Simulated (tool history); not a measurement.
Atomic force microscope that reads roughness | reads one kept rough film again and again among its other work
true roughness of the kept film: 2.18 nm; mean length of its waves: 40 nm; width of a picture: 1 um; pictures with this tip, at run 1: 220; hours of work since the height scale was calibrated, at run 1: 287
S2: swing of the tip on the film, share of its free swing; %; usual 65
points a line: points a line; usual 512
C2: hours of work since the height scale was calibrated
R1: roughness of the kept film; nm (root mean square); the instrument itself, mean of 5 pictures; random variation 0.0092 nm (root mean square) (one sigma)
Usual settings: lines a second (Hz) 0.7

{"run": 1, "day": 0.0, "lines a second (Hz)": 0.7, "S2": 65, "points a line": 512, "pictures with this tip": 220, "C2": 287, "R1": 1.939}
{"run": 2, "day": 0.217, "lines a second (Hz)": 0.7, "S2": 65, "points a line": 512, "pictures with this tip": 231, "C2": 291, "R1": 1.946}
{"run": 3, "day": 0.45, "lines a second (Hz)": 0.7, "S2": 65, "points a line": 512, "pictures with this tip": 243, "C2": 295, "R1": 1.926}
{"run": 4, "day": 0.912, "lines a second (Hz)": 0.7, "S2": 85, "points a line": 512, "pictures with this tip": 266, "C2": 303, "R1": 1.9}
{"run": 5, "day": 1.292, "lines a second (Hz)": 0.7, "S2": 85, "points a line": 331, "pictures with this tip": 286, "C2": 310, "R1": 1.869}
{"run": 6, "day": 1.675, "lines a second (Hz)": 0.7, "S2": 85, "points a line": 331, "pictures with this tip": 305, "C2": 317, "R1": 1.851}
{"run": 7, "day": 1.996, "lines a second (Hz)": 0.7, "S2": 85, "points a line": 331, "pictures with this tip": 322, "C2": 323, "R1": 1.847}
{"day": 2.129, "done": "new tip fitted"}
{"run": 8, "day": 2.458, "lines a second (Hz)": 0.7, "S2": 65, "points a line": 512, "pictures with this tip": 16, "C2": 330, "R1": 2.066}
{"run": 9, "day": 2.7, "lines a second (Hz)": 0.7, "S2": 65, "points a line": 512, "pictures with this tip": 29, "C2": 335, "R1": 2.068}
{"run": 10, "day": 2.958, "lines a second (Hz)": 0.7, "S2": 65, "points a line": 512, "pictures with this tip": 42, "C2": 339, "R1": 2.057}
{"run": 11, "day": 3.379, "lines a second (Hz)": 0.7, "S2": 65, "points a line": 512, "pictures with this tip": 64, "C2": 347, "R1": 2.033}
{"run": 12, "day": 3.592, "lines a second (Hz)": 0.7, "S2": 65, "points a line": 469, "pictures with this tip": 74, "C2": 351, "R1": 2.024}
{"run": 13, "day": 3.796, "lines a second (Hz)": 2.323, "S2": 57, "points a line": 474, "pictures with this tip": 85, "C2": 354, "R1": 2.002}
{"run": 14, "day": 4.229, "lines a second (Hz)": 0.7, "S2": 77, "points a line": 1023, "pictures with this tip": 107, "C2": 362, "R1": 1.992}
{"run": 15, "day": 4.442, "lines a second (Hz)": 1.085, "S2": 74, "points a line": 574, "pictures with this tip": 118, "C2": 366, "R1": 1.974}
{"run": 16, "day": 4.879, "lines a second (Hz)": 1.085, "S2": 74, "points a line": 574, "pictures with this tip": 140, "C2": 374, "R1": 1.953}
{"run": 17, "day": 5.104, "lines a second (Hz)": 0.98, "S2": 74, "points a line": 574, "pictures with this tip": 152, "C2": 378, "R1": 1.949}
{"run": 18, "day": 5.512, "lines a second (Hz)": 1.877, "S2": 74, "points a line": 498, "pictures with this tip": 173, "C2": 385, "R1": 1.898}
{"run": 19, "day": 5.821, "lines a second (Hz)": 0.585, "S2": 76, "points a line": 533, "pictures with this tip": 189, "C2": 391, "R1": 1.921}
{"run": 20, "day": 6.121, "lines a second (Hz)": 0.585, "S2": 76, "points a line": 533, "pictures with this tip": 204, "C2": 396, "R1": 1.928}
{"run": 21, "day": 6.5, "lines a second (Hz)": 0.7, "S2": 65, "points a line": 321, "pictures with this tip": 224, "C2": 403, "R1": 1.939}
{"run": 22, "day": 6.879, "lines a second (Hz)": 0.7, "S2": 65, "points a line": 321, "pictures with this tip": 243, "C2": 410, "R1": 1.929}
{"run": 23, "day": 7.179, "lines a second (Hz)": 0.7, "S2": 61, "points a line": 801, "pictures with this tip": 258, "C2": 415, "R1": 1.932}
{"run": 24, "day": 7.521, "lines a second (Hz)": 0.582, "S2": 65, "points a line": 728, "pictures with this tip": 276, "C2": 421, "R1": 1.896}

Measured less the same run without the tool's hidden state. The same run-to-run variation is in both; the gauge's scatter may not be:
The hidden state here: radius of the tip, nm; height scale over the true one, %; drift of the gauge itself on roughness_nm, %.
run=1 R1=-0.125
run=2 R1=-0.133
run=3 R1=-0.14
run=4 R1=-0.153
run=5 R1=-0.163
run=6 R1=-0.172
run=7 R1=-0.183
run=8 R1=-0.007
run=9 R1=-0.016
run=10 R1=-0.025
run=11 R1=-0.04
run=12 R1=-0.047
run=13 R1=-0.055
run=14 R1=-0.068
run=15 R1=-0.076
run=16 R1=-0.091
run=17 R1=-0.099
run=18 R1=-0.109
run=19 R1=-0.122
run=20 R1=-0.132
run=21 R1=-0.145
run=22 R1=-0.158
run=23 R1=-0.167
run=24 R1=-0.176

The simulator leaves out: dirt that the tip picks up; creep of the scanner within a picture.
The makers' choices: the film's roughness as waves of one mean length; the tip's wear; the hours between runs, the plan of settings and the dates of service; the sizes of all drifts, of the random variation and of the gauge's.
